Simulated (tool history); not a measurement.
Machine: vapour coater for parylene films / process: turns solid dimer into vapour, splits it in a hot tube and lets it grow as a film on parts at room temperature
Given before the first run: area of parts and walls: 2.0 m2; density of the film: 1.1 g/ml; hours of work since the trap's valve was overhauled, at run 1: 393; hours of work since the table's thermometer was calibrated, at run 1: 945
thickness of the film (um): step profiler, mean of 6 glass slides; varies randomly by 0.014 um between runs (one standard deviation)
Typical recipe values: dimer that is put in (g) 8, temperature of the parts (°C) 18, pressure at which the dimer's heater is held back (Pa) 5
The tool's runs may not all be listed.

| run | hour | dimer that is put in (g) | temperature of the parts (°C) | pressure at which the dimer's heater is held back (Pa) | hours of work since the trap's valve was overhauled | hours of work since the table's thermometer was calibrated | thickness of the film (um) |
|---|---|---|---|---|---|---|---|
| 1 | 0 | 8 | 18 | 5 | 393 | 945 | 2.15 |
| 2 | 81.5 | 8 | 18 | 5 | 466 | 1017 | 2.09 |
| 3 | 142.9 | 8 | 18 | 5 | 520 | 1072 | 2.08 |
| 4 | 220.9 | 8 | 18 | 5 | 590 | 1142 | 2.06 |
| 5 | 295.3 | 8 | 18 | 5 | 656 | 1208 | 2.01 |
|  | 321.5 | trap's valve overhauled |
| 6 | 359.7 | 8 | 18 | 5 | 34 | 1262 | 2.2 |
| 7 | 413.4 | 8 | 18 | 8.76 | 82 | 1310 | 2.03 |
| 8 | 487.2 | 12 | 18 | 5 | 148 | 1376 | 3.3 |
| 9 | 543.6 | 12 | 18 | 5 | 198 | 1426 | 3.23 |
| 10 | 584.9 | 8 | 18 | 5 | 235 | 1463 | 2.12 |
| 11 | 630.8 | 8 | 13 | 5 | 276 | 1504 | 2.42 |
|  | 681.2 | table's thermometer calibrated |
| 12 | 699.5 | 8 | 18 | 5 | 336 | 16 | 2.16 |
| 13 | 733.8 | 8 | 18 | 5 | 367 | 47 | 2.17 |
| 14 | 769.7 | 4 | 18 | 5 | 399 | 79 | 1.07 |
| 15 | 836.5 | 4 | 23 | 5 | 458 | 138 | 0.92 |
| 16 | 912.5 | 10 | 17 | 5 | 526 | 206 | 2.71 |
| 17 | 978.6 | 6 | 18 | 5 | 585 | 265 | 1.58 |
| 18 | 1041.1 | 4 | 18 | 5 | 641 | 321 | 1.03 |
|  | 1082.3 | trap's valve overhauled |
| 19 | 1096 | 4 | 16 | 5.28 | 12 | 366 | 1.18 |
| 20 | 1140.1 | 8 | 22 | 5 | 52 | 406 | 2 |
| 21 | 1181.7 | 8 | 22 | 5 | 89 | 443 | 1.97 |
| 22 | 1232.2 | 6 | 16 | 5 | 134 | 488 | 1.72 |
| 23 | 1283.2 | 9 | 11 | 10.33 | 179 | 533 | 2.69 |
| 24 | 1356.3 | 8 | 13 | 5 | 244 | 598 | 2.45 |
| 25 | 1403 | 9 | 13 | 5 | 286 | 640 | 2.76 |

5 ways to go on from here, each from the tool as it stands after run 25. What would each give?
| A | 1472.1 | 6 | 21 | 5.26 | 347 | 702 | ? |
| B | 1472.1 | 12 | 18 | 5.07 | 347 | 702 | ? |
| C | 1472.1 | 8 | 10 | 6 | 347 | 702 | ? |
| D | 1472.1 | 8 | 14 | 5 | 347 | 702 | ? |
| E | 1472.1 | 8 | 15 | 3.7 | 347 | 702 | ? |

| run | thickness of the film (um) |
|---|---|
| A | 1.47 |
| B | 3.19 |
| C | 2.58 |
| D | 2.39 |
| E | 2.41 |
The same runs, with their run-to-run variation unchanged, on a tool lacking any hidden condition would have given:
| run | thickness of the film (um) |
|---|---|
| A | 1.56 |
| B | 3.39 |
| C | 2.74 |
| D | 2.54 |
| E | 2.56 |

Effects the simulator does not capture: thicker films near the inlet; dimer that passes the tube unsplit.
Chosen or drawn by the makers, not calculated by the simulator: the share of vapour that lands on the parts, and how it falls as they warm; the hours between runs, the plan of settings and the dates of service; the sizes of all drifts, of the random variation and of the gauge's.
